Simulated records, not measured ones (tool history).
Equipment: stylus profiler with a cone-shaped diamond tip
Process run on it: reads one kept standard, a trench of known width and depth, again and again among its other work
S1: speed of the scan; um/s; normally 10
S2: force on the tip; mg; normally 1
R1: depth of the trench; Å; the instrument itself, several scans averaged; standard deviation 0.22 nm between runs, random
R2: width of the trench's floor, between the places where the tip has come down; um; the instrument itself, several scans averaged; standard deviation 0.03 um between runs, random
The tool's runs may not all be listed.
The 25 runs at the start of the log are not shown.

run 26 hour=790.3 | S1=5 S2=1.52 | R1=10087.5 R2=26.55
run 27 hour=825.8 | S1=31 S2=1 | R1=10070.3 R2=26.3
run 28 hour=867.2 | S1=4 S2=0.41 | R1=10036.4 R2=26.5
run 29 hour=885.6 | S1=13 S2=1.2 | R1=10075.8 R2=26.51
run 30 hour=922.1 | S1=3 S2=2.11 | R1=10105.9 R2=26.53
run 31 hour=964.5 | S1=3 S2=0.67 | R1=10050.8 R2=26.48
run 32 hour=985 | S1=17 S2=0.38 | R1=10034.7 R2=26.35
run 33 hour=1029.4 | S1=36 S2=0.37 | R1=10033.9 R2=26.11

5 options for the next run, each taken on its own from the tool as it stands now. Forecast them:
run A hour=1056.6 | S1=30 S2=0.61 | R1=? R2=?
run B hour=1056.6 | S1=5 S2=0.84 | R1=? R2=?
run C hour=1056.6 | S1=20 S2=0.44 | R1=? R2=?
run D hour=1056.6 | S1=7 S2=1.64 | R1=? R2=?
run E hour=1056.6 | S1=23 S2=0.43 | R1=? R2=?

run=A R1=10049.8 R2=26.25
run=B R1=10055.9 R2=26.49
run=C R1=10040.6 R2=26.31
run=D R1=10096.7 R2=26.55
run=E R1=10036.5 R2=26.36
Without the tool's hidden state the same runs would have given:
run=A R1=10050.1 R2=26.25
run=B R1=10056.2 R2=26.49
run=C R1=10040.8 R2=26.32
run=D R1=10096.9 R2=26.55
run=E R1=10036.8 R2=26.36
